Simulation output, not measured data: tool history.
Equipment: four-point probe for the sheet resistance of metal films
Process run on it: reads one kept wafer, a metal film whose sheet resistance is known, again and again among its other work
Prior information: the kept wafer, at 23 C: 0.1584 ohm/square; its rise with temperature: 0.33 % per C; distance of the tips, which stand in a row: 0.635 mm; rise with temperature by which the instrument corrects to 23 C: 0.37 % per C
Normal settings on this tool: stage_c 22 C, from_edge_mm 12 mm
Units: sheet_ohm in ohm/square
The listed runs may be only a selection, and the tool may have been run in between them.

run    hour  stage_c  from_edge_mm  sheet_ohm
  1       0       22            12   0.159731
  2      92       28            12   0.159349
  3   135.6       28            12   0.159395
  4   182.8       28            12   0.159503
  5   279.6       22            12    0.15986
  6   350.4       22            12   0.159976
  7   410.6       22            12   0.160002
  8   504.2       22            12   0.160024
  9   588.9       22            12   0.160059
 10   632.3       19            12   0.160366
      641.9  -- stage's thermometer calibrated
      664.1  -- new probe head fitted
 11   705.8       22            12   0.159918
 12   754.3       20            12   0.159997
 13     842       20            12   0.160084
 14   938.4       20            12   0.160148
      945.7  -- stage's thermometer calibrated, once more
 15  1030.9       22             5   0.161086
 16  1100.4       22             5   0.161139
 17  1172.1       22            29   0.159878
 18  1215.3       22            29    0.15993
 19  1280.3       26            29   0.159668
 20  1326.1       25            31   0.159752
 21  1420.3       25            31   0.159839
 22  1508.4       32             7    0.16012
 23  1560.6       32             7   0.160137
 24  1658.9       22            65    0.16017
 25  1739.9       30             6   0.160681
 26  1783.7       22             6   0.161266
 27  1857.1       24            32    0.16026
 28  1942.6       20            32   0.160538
 29  2011.6       18            52   0.160692
     2018.8  -- new probe head fitted
 30  2110.3       30             8   0.158366
 31  2164.4       34            12   0.157851
 32  2251.5       34            12   0.157946
 33    2314       34            12    0.15796

A few steps of sheet_ohm between consecutive runs. Split each: what settings, incoming material and random variation would produce without the hidden state, and what is left over for the hidden state, along with gauge scatter present in only one of the two compared results (measured, and without hidden state):
Unlogged tool condition in this case: inner tips' distance over the nominal, %; tips' flats over new ones', %; wafer's true temperature over the reading, C; drift of the gauge itself on sheet_ohm, %.
Run 4 -> 5: stage_c 28 -> 22. sheet_ohm +0.000357 ohm/square: hidden state +0.000072, all else +0.000285.
Run 10 -> 11: stage_c 19 -> 22, stage's thermometer calibrated, new probe head fitted. sheet_ohm -0.000448 ohm/square: hidden state -0.000251, all else -0.000197.
Run 16 -> 17: from_edge_mm 5 -> 29. sheet_ohm -0.001261 ohm/square: hidden state +0.000037, all else -0.001298.
Run 26 -> 27: stage_c 22 -> 24, from_edge_mm 6 -> 32. sheet_ohm -0.001006 ohm/square: hidden state +0.000039, all else -0.001045.
Run 29 -> 30: stage_c 18 -> 30, from_edge_mm 52 -> 8, new probe head fitted. sheet_ohm -0.002326 ohm/square: hidden state -0.00209, all else -0.000236.

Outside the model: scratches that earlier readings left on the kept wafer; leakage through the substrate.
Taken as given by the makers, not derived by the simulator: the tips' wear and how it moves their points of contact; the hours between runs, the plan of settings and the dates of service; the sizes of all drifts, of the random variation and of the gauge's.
